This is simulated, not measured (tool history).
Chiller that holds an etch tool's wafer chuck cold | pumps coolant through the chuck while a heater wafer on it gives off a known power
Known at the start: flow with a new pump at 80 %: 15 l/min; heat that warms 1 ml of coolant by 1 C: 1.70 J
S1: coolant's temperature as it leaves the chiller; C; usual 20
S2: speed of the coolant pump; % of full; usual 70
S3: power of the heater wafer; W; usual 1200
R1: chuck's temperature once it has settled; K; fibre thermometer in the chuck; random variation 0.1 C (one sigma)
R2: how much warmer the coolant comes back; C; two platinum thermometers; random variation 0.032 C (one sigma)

run	day	S1	S2	S3	R1	R2
1	0.000	20	70	1200	306.65	3.33
2	1.333	20	70	1200	306.85	3.32
3	2.250	20	70	1200	306.85	3.31
4	3.246	20	70	1200	306.95	3.33
5	4.946	20	70	1200	307.05	3.34
6	6.025	20	70	1200	306.75	3.35
7	6.783	13	70	1200	299.65	3.36
8	7.712	16	63	631	297.25	1.95
9	9.362	11	65	631	291.65	1.90
10	10.621	23	68	1634	315.25	4.71
11	11.871	14	70	1200	301.05	3.32
12	12.842	14	70	1200	301.05	3.35

5 ways to go on from here, each from the tool as it stands after run 12. What would each give?
A	13.542	14	96	1766	?	?
B	13.542	14	70	775	?	?
C	13.542	20	74	1200	?	?
D	13.542	13	70	1200	?	?
E	13.542	11	84	1517	?	?

run	R1	R2
A	304.25	3.44
B	296.05	2.14
C	306.85	3.10
D	299.95	3.36
E	300.05	3.45
Without the tool's hidden state the same runs would have given:
run	R1	R2
A	301.15	3.35
B	294.35	2.08
C	304.45	3.02
D	297.55	3.28
E	297.15	3.36
